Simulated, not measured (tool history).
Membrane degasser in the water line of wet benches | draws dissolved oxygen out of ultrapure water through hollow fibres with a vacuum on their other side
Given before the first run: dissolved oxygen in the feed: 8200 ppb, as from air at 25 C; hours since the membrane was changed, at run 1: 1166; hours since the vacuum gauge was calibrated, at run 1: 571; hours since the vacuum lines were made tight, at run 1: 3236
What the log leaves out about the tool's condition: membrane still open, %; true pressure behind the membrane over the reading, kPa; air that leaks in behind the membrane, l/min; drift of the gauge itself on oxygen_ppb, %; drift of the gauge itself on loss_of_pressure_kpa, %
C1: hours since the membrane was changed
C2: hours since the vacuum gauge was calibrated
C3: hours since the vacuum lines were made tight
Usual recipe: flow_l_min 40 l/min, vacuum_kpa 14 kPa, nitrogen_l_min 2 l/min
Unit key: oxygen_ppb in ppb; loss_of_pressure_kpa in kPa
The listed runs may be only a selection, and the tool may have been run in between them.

{"run": 1, "day": 0.0, "flow_l_min": 40, "vacuum_kpa": 14, "nitrogen_l_min": 2, "C1": 1166, "C2": 571, "C3": 3236, "oxygen_ppb": 466.5, "loss_of_pressure_kpa": 36.02}
{"run": 2, "day": 5.3, "flow_l_min": 40, "vacuum_kpa": 14, "nitrogen_l_min": 2, "C1": 1293, "C2": 698, "C3": 3363, "oxygen_ppb": 465.3, "loss_of_pressure_kpa": 36.22}
{"run": 3, "day": 13.888, "flow_l_min": 40, "vacuum_kpa": 19.3, "nitrogen_l_min": 2, "C1": 1499, "C2": 904, "C3": 3569, "oxygen_ppb": 673.1, "loss_of_pressure_kpa": 35.92}
{"run": 4, "day": 19.758, "flow_l_min": 40, "vacuum_kpa": 19.1, "nitrogen_l_min": 2, "C1": 1640, "C2": 1045, "C3": 3710, "oxygen_ppb": 667.1, "loss_of_pressure_kpa": 36.2}
{"run": 5, "day": 25.6, "flow_l_min": 40, "vacuum_kpa": 19.1, "nitrogen_l_min": 2, "C1": 1780, "C2": 1185, "C3": 3850, "oxygen_ppb": 667.9, "loss_of_pressure_kpa": 36.32}
{"run": 6, "day": 29.979, "flow_l_min": 40, "vacuum_kpa": 19.1, "nitrogen_l_min": 2, "C1": 1885, "C2": 1290, "C3": 3955, "oxygen_ppb": 670.1, "loss_of_pressure_kpa": 36.36}
{"run": 7, "day": 35.979, "flow_l_min": 40, "vacuum_kpa": 19.1, "nitrogen_l_min": 2, "C1": 2029, "C2": 1434, "C3": 4099, "oxygen_ppb": 668.3, "loss_of_pressure_kpa": 36.45}
{"run": 8, "day": 41.625, "flow_l_min": 40, "vacuum_kpa": 14, "nitrogen_l_min": 2, "C1": 2165, "C2": 1570, "C3": 4235, "oxygen_ppb": 465.2, "loss_of_pressure_kpa": 36}
{"run": 9, "day": 46.629, "flow_l_min": 32, "vacuum_kpa": 14, "nitrogen_l_min": 1.15, "C1": 2285, "C2": 1690, "C3": 4355, "oxygen_ppb": 610.1, "loss_of_pressure_kpa": 28.8}
{"run": 10, "day": 53.546, "flow_l_min": 32, "vacuum_kpa": 14, "nitrogen_l_min": 1.15, "C1": 2451, "C2": 1856, "C3": 4521, "oxygen_ppb": 610.1, "loss_of_pressure_kpa": 29.1}
{"run": 11, "day": 62.138, "flow_l_min": 32, "vacuum_kpa": 14, "nitrogen_l_min": 1.15, "C1": 2657, "C2": 2062, "C3": 4727, "oxygen_ppb": 611.6, "loss_of_pressure_kpa": 28.97}
{"run": 12, "day": 68.808, "flow_l_min": 32, "vacuum_kpa": 11.5, "nitrogen_l_min": 3.3, "C1": 2817, "C2": 2222, "C3": 4887, "oxygen_ppb": 191.6, "loss_of_pressure_kpa": 29.11}

Run 13, settings as shown, results not yet in. Your forecast:
{"run": 13, "day": 76.575, "flow_l_min": 60, "vacuum_kpa": 14, "nitrogen_l_min": 1.81, "C1": 3003, "C2": 2408, "C3": 5073, "oxygen_ppb": "?", "loss_of_pressure_kpa": "?"}

oxygen_ppb: 739.5 ppb
loss_of_pressure_kpa: 54.63 kPa
Take away the tool's hidden state, keep the run-to-run variation as it was, and the same run would have given oxygen_ppb 729.7 ppb, loss_of_pressure_kpa 53.86 kPa.
